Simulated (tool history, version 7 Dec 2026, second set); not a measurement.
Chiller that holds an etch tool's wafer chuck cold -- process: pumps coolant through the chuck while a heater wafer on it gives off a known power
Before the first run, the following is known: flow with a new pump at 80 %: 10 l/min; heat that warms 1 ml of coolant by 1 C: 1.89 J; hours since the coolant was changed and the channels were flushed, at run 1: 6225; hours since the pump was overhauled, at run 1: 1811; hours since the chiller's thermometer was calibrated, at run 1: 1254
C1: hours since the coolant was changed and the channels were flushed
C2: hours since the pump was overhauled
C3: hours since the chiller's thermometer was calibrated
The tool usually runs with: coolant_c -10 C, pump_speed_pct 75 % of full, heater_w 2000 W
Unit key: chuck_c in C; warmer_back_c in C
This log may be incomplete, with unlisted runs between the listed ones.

{"run": 1, "day": 0.0, "coolant_c": -10, "pump_speed_pct": 75, "heater_w": 2000, "C1": 6225, "C2": 1811, "C3": 1254, "chuck_c": 9.5, "warmer_back_c": 6.89}
{"day": 3.279, "done": "coolant changed, channels flushed"}
{"run": 2, "day": 5.042, "coolant_c": -10, "pump_speed_pct": 75, "heater_w": 2823, "C1": 42, "C2": 1926, "C3": 1369, "chuck_c": 14.4, "warmer_back_c": 9.71}
{"run": 3, "day": 12.2, "coolant_c": -10, "pump_speed_pct": 75, "heater_w": 2823, "C1": 214, "C2": 2097, "C3": 1540, "chuck_c": 14.6, "warmer_back_c": 9.77}
{"run": 4, "day": 17.896, "coolant_c": -10, "pump_speed_pct": 75, "heater_w": 2000, "C1": 351, "C2": 2234, "C3": 1677, "chuck_c": 7.3, "warmer_back_c": 6.92}
{"run": 5, "day": 24.525, "coolant_c": -10, "pump_speed_pct": 75, "heater_w": 2000, "C1": 510, "C2": 2393, "C3": 1836, "chuck_c": 7.4, "warmer_back_c": 6.86}
{"run": 6, "day": 29.292, "coolant_c": -10, "pump_speed_pct": 75, "heater_w": 2000, "C1": 624, "C2": 2508, "C3": 1951, "chuck_c": 7.5, "warmer_back_c": 6.93}
{"run": 7, "day": 34.283, "coolant_c": -10, "pump_speed_pct": 85, "heater_w": 2000, "C1": 744, "C2": 2627, "C3": 2070, "chuck_c": 5.7, "warmer_back_c": 6.01}
{"day": 35.921, "done": "chiller's thermometer calibrated"}
{"run": 8, "day": 38.588, "coolant_c": -10, "pump_speed_pct": 85, "heater_w": 2000, "C1": 846, "C2": 2730, "C3": 64, "chuck_c": 5.7, "warmer_back_c": 5.92}
{"run": 9, "day": 43.479, "coolant_c": -10, "pump_speed_pct": 85, "heater_w": 2000, "C1": 964, "C2": 2847, "C3": 181, "chuck_c": 5.8, "warmer_back_c": 5.96}
{"run": 10, "day": 48.296, "coolant_c": -10, "pump_speed_pct": 75, "heater_w": 2000, "C1": 1079, "C2": 2963, "C3": 297, "chuck_c": 7.8, "warmer_back_c": 6.93}
{"run": 11, "day": 56.162, "coolant_c": -10, "pump_speed_pct": 75, "heater_w": 2000, "C1": 1268, "C2": 3151, "C3": 486, "chuck_c": 8, "warmer_back_c": 6.95}
{"run": 12, "day": 62.096, "coolant_c": -10, "pump_speed_pct": 75, "heater_w": 2000, "C1": 1411, "C2": 3294, "C3": 628, "chuck_c": 7.9, "warmer_back_c": 6.97}
{"run": 13, "day": 69.179, "coolant_c": -10, "pump_speed_pct": 78, "heater_w": 2000, "C1": 1581, "C2": 3464, "C3": 798, "chuck_c": 7.3, "warmer_back_c": 6.68}
{"run": 14, "day": 72.4, "coolant_c": -10, "pump_speed_pct": 75, "heater_w": 2000, "C1": 1658, "C2": 3541, "C3": 875, "chuck_c": 7.8, "warmer_back_c": 6.97}
{"run": 15, "day": 76.117, "coolant_c": -10, "pump_speed_pct": 75, "heater_w": 2000, "C1": 1747, "C2": 3630, "C3": 965, "chuck_c": 8, "warmer_back_c": 7.02}
{"run": 16, "day": 83.017, "coolant_c": -10, "pump_speed_pct": 75, "heater_w": 2000, "C1": 1913, "C2": 3796, "C3": 1130, "chuck_c": 8, "warmer_back_c": 7.04}
{"run": 17, "day": 87.8, "coolant_c": -10, "pump_speed_pct": 75, "heater_w": 2000, "C1": 2028, "C2": 3911, "C3": 1245, "chuck_c": 8.1, "warmer_back_c": 6.9}
{"run": 18, "day": 92.571, "coolant_c": -10, "pump_speed_pct": 75, "heater_w": 2000, "C1": 2142, "C2": 4025, "C3": 1360, "chuck_c": 8, "warmer_back_c": 6.95}
{"run": 19, "day": 97.633, "coolant_c": -10, "pump_speed_pct": 76, "heater_w": 2003, "C1": 2263, "C2": 4147, "C3": 1481, "chuck_c": 8, "warmer_back_c": 6.84}
{"run": 20, "day": 103.396, "coolant_c": -10, "pump_speed_pct": 73, "heater_w": 2000, "C1": 2402, "C2": 4285, "C3": 1619, "chuck_c": 8.8, "warmer_back_c": 7.18}
{"run": 21, "day": 109.483, "coolant_c": -10, "pump_speed_pct": 73, "heater_w": 2000, "C1": 2548, "C2": 4431, "C3": 1765, "chuck_c": 8.8, "warmer_back_c": 7.16}
{"run": 22, "day": 116.129, "coolant_c": -18, "pump_speed_pct": 75, "heater_w": 1855, "C1": 2707, "C2": 4591, "C3": 1925, "chuck_c": -1.1, "warmer_back_c": 6.49}
{"run": 23, "day": 123.542, "coolant_c": -10, "pump_speed_pct": 64, "heater_w": 2892, "C1": 2885, "C2": 4769, "C3": 2103, "chuck_c": 20.7, "warmer_back_c": 12.11}
{"day": 124.312, "done": "chiller's thermometer calibrated"}
{"run": 24, "day": 130.571, "coolant_c": -11, "pump_speed_pct": 65, "heater_w": 1043, "C1": 3053, "C2": 4936, "C3": 150, "chuck_c": 0.2, "warmer_back_c": 4.38}
{"run": 25, "day": 136.079, "coolant_c": -11, "pump_speed_pct": 65, "heater_w": 1043, "C1": 3185, "C2": 5068, "C3": 282, "chuck_c": 0.2, "warmer_back_c": 4.34}
{"run": 26, "day": 143.192, "coolant_c": -4, "pump_speed_pct": 94, "heater_w": 1493, "C1": 3356, "C2": 5239, "C3": 453, "chuck_c": 7.6, "warmer_back_c": 4.03}
{"run": 27, "day": 146.929, "coolant_c": -8, "pump_speed_pct": 94, "heater_w": 2903, "C1": 3446, "C2": 5329, "C3": 543, "chuck_c": 14.4, "warmer_back_c": 7.97}
{"run": 28, "day": 152.142, "coolant_c": -8, "pump_speed_pct": 94, "heater_w": 2903, "C1": 3571, "C2": 5454, "C3": 668, "chuck_c": 14.5, "warmer_back_c": 7.96}
{"run": 29, "day": 157.208, "coolant_c": -8, "pump_speed_pct": 94, "heater_w": 2903, "C1": 3692, "C2": 5575, "C3": 789, "chuck_c": 14.6, "warmer_back_c": 7.93}
{"run": 30, "day": 161.075, "coolant_c": -8, "pump_speed_pct": 94, "heater_w": 2903, "C1": 3785, "C2": 5668, "C3": 882, "chuck_c": 14.7, "warmer_back_c": 7.9}
{"run": 31, "day": 168.608, "coolant_c": -8, "pump_speed_pct": 70, "heater_w": 2903, "C1": 3966, "C2": 5849, "C3": 1063, "chuck_c": 21.5, "warmer_back_c": 11.15}
{"run": 32, "day": 172.792, "coolant_c": -8, "pump_speed_pct": 73, "heater_w": 2903, "C1": 4066, "C2": 5950, "C3": 1163, "chuck_c": 20.5, "warmer_back_c": 10.61}

Below are 4 alternative next runs, each starting from the tool's condition after run 32. Predict each:
{"run": "A", "day": 179.088, "coolant_c": -17, "pump_speed_pct": 97, "heater_w": 1007, "C1": 4217, "C2": 6101, "C3": 1315, "chuck_c": "?", "warmer_back_c": "?"}
{"run": "B", "day": 179.088, "coolant_c": -10, "pump_speed_pct": 69, "heater_w": 2983, "C1": 4217, "C2": 6101, "C3": 1315, "chuck_c": "?", "warmer_back_c": "?"}
{"run": "C", "day": 179.088, "coolant_c": -14, "pump_speed_pct": 69, "heater_w": 1270, "C1": 4217, "C2": 6101, "C3": 1315, "chuck_c": "?", "warmer_back_c": "?"}
{"run": "D", "day": 179.088, "coolant_c": -14, "pump_speed_pct": 82, "heater_w": 1699, "C1": 4217, "C2": 6101, "C3": 1315, "chuck_c": "?", "warmer_back_c": "?"}

run=A chuck_c=-9.5 warmer_back_c=2.66
run=B chuck_c=21 warmer_back_c=11.68
run=C chuck_c=-1.1 warmer_back_c=4.94
run=D chuck_c=0.9 warmer_back_c=5.5
Without the tool's unlogged condition, the same runs would have read:
run=A chuck_c=-10.3 warmer_back_c=2.57
run=B chuck_c=18 warmer_back_c=11.29
run=C chuck_c=-2.3 warmer_back_c=4.77
run=D chuck_c=-0.6 warmer_back_c=5.31
